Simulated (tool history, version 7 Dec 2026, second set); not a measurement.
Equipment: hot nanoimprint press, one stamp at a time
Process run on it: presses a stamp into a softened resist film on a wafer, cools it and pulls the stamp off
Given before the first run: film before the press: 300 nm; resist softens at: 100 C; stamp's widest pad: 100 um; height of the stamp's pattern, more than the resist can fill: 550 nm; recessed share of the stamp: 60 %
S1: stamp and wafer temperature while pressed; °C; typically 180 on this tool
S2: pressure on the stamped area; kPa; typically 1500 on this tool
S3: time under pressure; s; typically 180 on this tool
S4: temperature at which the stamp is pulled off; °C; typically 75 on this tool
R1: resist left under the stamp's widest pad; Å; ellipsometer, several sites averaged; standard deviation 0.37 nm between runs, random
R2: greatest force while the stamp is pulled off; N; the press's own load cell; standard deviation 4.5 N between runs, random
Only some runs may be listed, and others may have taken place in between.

| run | hour | S1 | S2 | S3 | S4 | R1 | R2 |
|---|---|---|---|---|---|---|---|
| 1 | 0 | 180 | 1500 | 180 | 75 | 1343 | 390 |
| 2 | 6.4 | 180 | 2010 | 180 | 75 | 1187 | 397 |
| 3 | 10.8 | 180 | 1500 | 343 | 75 | 1037 | 383 |
| 4 | 18 | 180 | 1500 | 109 | 75 | 1622 | 402 |
| 5 | 23.3 | 180 | 1500 | 109 | 75 | 1615 | 409 |
| 6 | 31.4 | 180 | 1500 | 109 | 75 | 1625 | 417 |
| 7 | 35.8 | 180 | 1500 | 180 | 62 | 1346 | 491 |
| 8 | 43.6 | 180 | 1500 | 180 | 62 | 1344 | 490 |
|  | 47.2 | plate thermocouple calibrated |
| 9 | 51.7 | 180 | 1500 | 180 | 75 | 1321 | 412 |
| 10 | 60.5 | 180 | 1500 | 180 | 75 | 1319 | 417 |
| 11 | 68 | 180 | 1500 | 180 | 75 | 1314 | 417 |
| 12 | 77.4 | 180 | 1500 | 180 | 75 | 1319 | 407 |
| 13 | 86.8 | 180 | 1500 | 180 | 75 | 1319 | 424 |
| 14 | 95.6 | 180 | 1500 | 180 | 75 | 1312 | 437 |
| 15 | 101.8 | 175 | 1500 | 180 | 75 | 1567 | 424 |
|  | 105.7 | plate thermocouple calibrated, once more |
| 16 | 108.7 | 175 | 1500 | 180 | 75 | 1635 | 441 |
| 17 | 112.7 | 180 | 1500 | 151 | 75 | 1478 | 450 |
| 18 | 117.8 | 185 | 1000 | 170 | 82 | 1411 | 386 |
|  | 129.6 | stamp cleaned and given a new release coat |
| 19 | 131.4 | 175 | 1500 | 180 | 75 | 1639 | 218 |
| 20 | 140.4 | 178 | 1460 | 293 | 75 | 1242 | 231 |
| 21 | 146.7 | 178 | 1500 | 180 | 75 | 1477 | 217 |
| 22 | 154.7 | 168 | 1500 | 180 | 75 | 2038 | 229 |
| 23 | 158.6 | 187 | 1500 | 313 | 67 | 851 | 250 |
| 24 | 168 | 187 | 1500 | 313 | 67 | 852 | 255 |
| 25 | 172.5 | 185 | 1500 | 313 | 67 | 914 | 261 |
| 26 | 176.8 | 185 | 1290 | 218 | 67 | 1147 | 260 |
| 27 | 182.9 | 180 | 1310 | 340 | 75 | 1137 | 239 |
| 28 | 187.5 | 180 | 1310 | 325 | 75 | 1153 | 233 |
| 29 | 194.8 | 180 | 1330 | 180 | 75 | 1449 | 230 |
| 30 | 203.9 | 187 | 2380 | 180 | 79 | 869 | 226 |

Measured minus without-hidden-state, run by run (identical run-to-run variation in each term; gauge scatter may differ):
Unlogged tool condition in this case: true temperature over the reading, C; pressure that arrives at the usual setting, %; grip of the stamp's worn release coat, % over a new coat's; drift of the gauge itself on residual_nm, %; drift of the gauge itself on pull_off_n, %.
| run | R1 | R2 |
|---|---|---|
| 1 | -32 | +175 |
| 2 | -29 | +179 |
| 3 | -28 | +173 |
| 4 | -35 | +184 |
| 5 | -35 | +189 |
| 6 | -36 | +193 |
| 7 | -34 | +229 |
| 8 | -35 | +230 |
| 9 | -58 | +192 |
| 10 | -58 | +196 |
| 11 | -59 | +199 |
| 12 | -59 | +196 |
| 13 | -61 | +206 |
| 14 | -61 | +214 |
| 15 | -72 | +208 |
| 16 | +1 | +222 |
| 17 | +2 | +228 |
| 18 | +0 | +196 |
| 19 | +1 | +1 |
| 20 | +0 | +3 |
| 21 | +0 | +5 |
| 22 | -3 | +7 |
| 23 | -1 | +9 |
| 24 | -1 | +13 |
| 25 | -1 | +14 |
| 26 | -3 | +16 |
| 27 | -3 | +16 |
| 28 | -4 | +17 |
| 29 | -4 | +19 |
| 30 | +0 | +21 |
